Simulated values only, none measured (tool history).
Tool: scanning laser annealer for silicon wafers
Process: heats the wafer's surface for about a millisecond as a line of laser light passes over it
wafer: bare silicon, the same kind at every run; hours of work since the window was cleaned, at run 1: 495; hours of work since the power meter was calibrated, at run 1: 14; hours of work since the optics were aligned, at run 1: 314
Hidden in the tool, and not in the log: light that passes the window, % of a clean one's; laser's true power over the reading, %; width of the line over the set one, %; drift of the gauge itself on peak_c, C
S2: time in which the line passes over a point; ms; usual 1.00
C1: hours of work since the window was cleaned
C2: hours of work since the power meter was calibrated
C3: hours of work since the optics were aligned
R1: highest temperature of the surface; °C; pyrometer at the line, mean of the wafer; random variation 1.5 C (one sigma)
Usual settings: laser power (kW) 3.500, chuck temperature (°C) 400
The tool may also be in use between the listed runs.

run 1 day=0.000 | laser_power_(kW)=3.500 S2=1.00 chuck_temperature_(°C)=400 | C1=495 C2=14 C3=314 | R1=1090
run 2 day=0.517 | laser_power_(kW)=3.500 S2=0.95 chuck_temperature_(°C)=400 | C1=500 C2=19 C3=319 | R1=1073
run 3 day=0.771 | laser_power_(kW)=3.500 S2=1.00 chuck_temperature_(°C)=400 | C1=503 C2=22 C3=322 | R1=1088
run 4 day=1.062 | laser_power_(kW)=3.500 S2=1.00 chuck_temperature_(°C)=400 | C1=506 C2=25 C3=325 | R1=1090
run 5 day=1.550 | laser_power_(kW)=3.757 S2=1.00 chuck_temperature_(°C)=400 | C1=511 C2=30 C3=330 | R1=1134
run 6 day=2.062 | laser_power_(kW)=3.757 S2=1.00 chuck_temperature_(°C)=400 | C1=516 C2=35 C3=335 | R1=1134
run 7 day=2.371 | laser_power_(kW)=3.757 S2=1.00 chuck_temperature_(°C)=400 | C1=519 C2=39 C3=338 | R1=1137
run 8 day=2.696 | laser_power_(kW)=3.757 S2=1.00 chuck_temperature_(°C)=400 | C1=523 C2=42 C3=342 | R1=1134
run 9 day=3.071 | laser_power_(kW)=3.757 S2=1.00 chuck_temperature_(°C)=400 | C1=527 C2=46 C3=346 | R1=1134
run 10 day=3.404 | laser_power_(kW)=3.757 S2=1.08 chuck_temperature_(°C)=400 | C1=530 C2=49 C3=349 | R1=1164
run 11 day=3.692 | laser_power_(kW)=3.757 S2=1.08 chuck_temperature_(°C)=400 | C1=533 C2=52 C3=352 | R1=1161
run 12 day=4.033 | laser_power_(kW)=3.586 S2=1.00 chuck_temperature_(°C)=400 | C1=537 C2=56 C3=355 | R1=1101
run 13 day=4.258 | laser_power_(kW)=3.586 S2=1.00 chuck_temperature_(°C)=400 | C1=539 C2=58 C3=358 | R1=1103
run 14 day=4.621 | laser_power_(kW)=3.586 S2=1.00 chuck_temperature_(°C)=400 | C1=543 C2=62 C3=362 | R1=1106
run 15 day=4.925 | laser_power_(kW)=3.586 S2=1.00 chuck_temperature_(°C)=400 | C1=546 C2=65 C3=365 | R1=1103
run 16 day=5.296 | laser_power_(kW)=3.586 S2=0.76 chuck_temperature_(°C)=400 | C1=550 C2=69 C3=369 | R1=1019
run 17 day=5.542 | laser_power_(kW)=3.500 S2=1.00 chuck_temperature_(°C)=400 | C1=552 C2=71 C3=371 | R1=1089
run 18 day=5.992 | laser_power_(kW)=3.500 S2=1.00 chuck_temperature_(°C)=400 | C1=557 C2=76 C3=376 | R1=1090
run 19 day=6.271 | laser_power_(kW)=3.500 S2=1.00 chuck_temperature_(°C)=400 | C1=560 C2=79 C3=379 | R1=1088
run 20 day=6.667 | laser_power_(kW)=3.500 S2=1.00 chuck_temperature_(°C)=400 | C1=564 C2=83 C3=383 | R1=1088
run 21 day=6.879 | laser_power_(kW)=3.500 S2=1.00 chuck_temperature_(°C)=369 | C1=566 C2=85 C3=385 | R1=1056
run 22 day=7.279 | laser_power_(kW)=3.500 S2=1.00 chuck_temperature_(°C)=414 | C1=570 C2=89 C3=389 | R1=1101
run 23 day=7.688 | laser_power_(kW)=3.500 S2=1.20 chuck_temperature_(°C)=370 | C1=574 C2=93 C3=393 | R1=1116
run 24 day=8.175 | laser_power_(kW)=3.500 S2=1.20 chuck_temperature_(°C)=370 | C1=579 C2=99 C3=398 | R1=1116
run 25 day=8.658 | laser_power_(kW)=3.500 S2=1.20 chuck_temperature_(°C)=370 | C1=584 C2=104 C3=403 | R1=1118
run 26 day=9.179 | laser_power_(kW)=3.500 S2=1.20 chuck_temperature_(°C)=370 | C1=590 C2=109 C3=409 | R1=1115
run 27 day=9.679 | laser_power_(kW)=3.500 S2=1.03 chuck_temperature_(°C)=376 | C1=595 C2=114 C3=414 | R1=1072
run 28 day=9.921 | laser_power_(kW)=3.039 S2=1.00 chuck_temperature_(°C)=430 | C1=597 C2=117 C3=416 | R1=1034
run 29 day=10.325 | laser_power_(kW)=3.039 S2=1.00 chuck_temperature_(°C)=430 | C1=602 C2=121 C3=420 | R1=1033
run 30 day=10.625 | laser_power_(kW)=3.039 S2=1.00 chuck_temperature_(°C)=430 | C1=605 C2=124 C3=424 | R1=1031
run 31 day=10.917 | laser_power_(kW)=3.557 S2=1.00 chuck_temperature_(°C)=380 | C1=608 C2=127 C3=427 | R1=1076
run 32 day=11.396 | laser_power_(kW)=3.294 S2=0.79 chuck_temperature_(°C)=438 | C1=613 C2=132 C3=432 | R1=1020
run 33 day=11.667 | laser_power_(kW)=3.294 S2=0.79 chuck_temperature_(°C)=438 | C1=615 C2=135 C3=434 | R1=1017
run 34 day=11.908 | laser_power_(kW)=3.294 S2=0.79 chuck_temperature_(°C)=438 | C1=618 C2=137 C3=437 | R1=1018
run 35 day=12.325 | laser_power_(kW)=3.294 S2=0.94 chuck_temperature_(°C)=365 | C1=622 C2=141 C3=441 | R1=995
run 36 day=12.612 | laser_power_(kW)=3.294 S2=0.94 chuck_temperature_(°C)=365 | C1=625 C2=144 C3=444 | R1=995
run 37 day=12.917 | laser_power_(kW)=3.294 S2=0.94 chuck_temperature_(°C)=365 | C1=628 C2=148 C3=447 | R1=995
run 38 day=13.217 | laser_power_(kW)=3.443 S2=1.17 chuck_temperature_(°C)=365 | C1=631 C2=151 C3=450 | R1=1088
run 39 day=13.708 | laser_power_(kW)=3.443 S2=1.17 chuck_temperature_(°C)=365 | C1=636 C2=156 C3=455 | R1=1090

Some steps in R1 between neighbouring runs. How much of each would the tool show without its hidden state too (settings, what came in, random variation), and how much is left for the hidden state, with any gauge scatter that isn't in both results?
Run 15 -> 16: S2 1.00 -> 0.76. R1 -84 °C: hidden state +2, all else -86.
Run 16 -> 17: laser power (kW) 3.586 -> 3.500, S2 0.76 -> 1.00. R1 +70 °C: hidden state -2, all else +72.
Run 30 -> 31: laser power (kW) 3.039 -> 3.557, chuck temperature (°C) 430 -> 380. R1 +45 °C: hidden state -4, all else +49.
Run 31 -> 32: laser power (kW) 3.557 -> 3.294, S2 1.00 -> 0.79, chuck temperature (°C) 380 -> 438. R1 -56 °C: hidden state +4, all else -60.
Run 37 -> 38: laser power (kW) 3.294 -> 3.443, S2 0.94 -> 1.17. R1 +93 °C: hidden state -4, all else +97.
